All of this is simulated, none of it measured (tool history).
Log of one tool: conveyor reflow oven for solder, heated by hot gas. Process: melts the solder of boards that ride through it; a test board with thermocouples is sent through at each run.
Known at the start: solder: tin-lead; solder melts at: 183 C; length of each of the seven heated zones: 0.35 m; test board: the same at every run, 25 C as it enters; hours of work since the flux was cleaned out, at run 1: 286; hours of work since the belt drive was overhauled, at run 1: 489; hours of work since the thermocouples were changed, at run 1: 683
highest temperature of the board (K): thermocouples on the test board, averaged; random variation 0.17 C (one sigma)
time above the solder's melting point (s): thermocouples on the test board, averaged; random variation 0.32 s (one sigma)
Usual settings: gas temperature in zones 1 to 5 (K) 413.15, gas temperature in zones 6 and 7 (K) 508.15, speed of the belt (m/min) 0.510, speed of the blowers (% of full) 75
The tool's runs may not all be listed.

run,day,gas temperature in zones 1 to 5 (K),gas temperature in zones 6 and 7 (K),speed of the belt (m/min),speed of the blowers (% of full),hours of work since the flux was cleaned out,hours of work since the belt drive was overhauled,hours of work since the thermocouples were changed,highest temperature of the board (K),time above the solder's melting point (s)
1,0.000,413.15,508.15,0.510,75,286,489,683,493.75,65.3
# day 0.892: flux residue cleaned out of gas plates and filters
2,1.058,413.15,508.15,0.510,88,2,499,692,496.65,67.7
# day 1.817: thermocouples of zones 6 and 7 changed
3,2.283,413.15,508.15,0.510,88,15,512,5,496.55,68.0
4,3.329,413.15,508.15,0.510,88,27,524,18,496.95,68.2
5,4.238,413.15,508.15,0.510,74,38,535,28,493.55,65.2
6,4.808,421.15,508.15,0.510,74,45,542,35,494.65,69.1
7,5.950,413.15,508.15,0.510,75,58,555,48,493.55,65.7
8,6.442,413.15,508.15,0.510,75,64,561,54,493.95,65.3
9,7.417,413.15,508.15,0.510,75,75,572,65,493.45,65.2
10,8.412,413.15,499.15,0.510,75,87,584,77,485.85,58.9
11,9.117,413.15,499.15,0.510,75,95,592,85,485.75,59.0
12,10.062,413.15,499.15,0.510,75,106,603,96,485.75,58.9
13,11.088,413.15,499.15,0.510,75,118,615,108,485.85,59.2
14,11.712,400.15,508.15,0.510,75,125,622,115,491.85,59.0
15,12.550,400.15,508.15,0.510,75,135,632,125,491.45,59.4
16,13.233,413.15,508.15,0.544,75,143,640,133,491.95,59.8
17,14.142,413.15,515.15,0.468,55,153,650,143,495.65,72.3
18,15.100,400.15,515.15,0.561,55,164,661,155,485.15,46.3
19,15.996,426.15,515.15,0.593,64,175,672,165,493.55,59.5
20,16.946,398.15,499.15,0.520,88,186,683,176,485.85,53.8
21,17.992,398.15,499.15,0.520,88,198,695,188,485.95,54.2
22,18.500,411.15,499.15,0.520,77,204,701,194,485.65,56.6
23,19.042,413.15,520.15,0.578,78,210,707,200,500.85,61.3
24,19.658,405.15,502.15,0.583,78,217,714,208,483.75,46.8
25,20.179,405.15,502.15,0.583,78,223,720,214,483.45,46.3
26,20.854,405.15,502.15,0.583,78,231,728,221,483.65,46.0
27,21.750,411.15,519.15,0.449,56,242,739,232,500.75,78.4
28,22.462,428.15,520.15,0.587,51,250,747,240,492.25,59.8
29,22.933,428.15,520.15,0.575,88,255,752,246,506.15,69.2
30,23.604,406.15,514.15,0.510,65,263,760,253,494.45,62.6
31,24.708,413.15,514.15,0.549,50,276,773,266,486.15,52.4

Hidden state at the last listed run before each entry between runs and at the first one after, where it differs:
Between runs 1 and 2: flux residue cleaned out of gas plates and filters (day 0.892)
  heat that the gas passes to the board, % of a clean oven's: 99.8 -> 100
Between runs 2 and 3: thermocouples of zones 6 and 7 changed (day 1.817)
  true gas temperature in zones 6 and 7 over the reading, C: 0.06 -> 0

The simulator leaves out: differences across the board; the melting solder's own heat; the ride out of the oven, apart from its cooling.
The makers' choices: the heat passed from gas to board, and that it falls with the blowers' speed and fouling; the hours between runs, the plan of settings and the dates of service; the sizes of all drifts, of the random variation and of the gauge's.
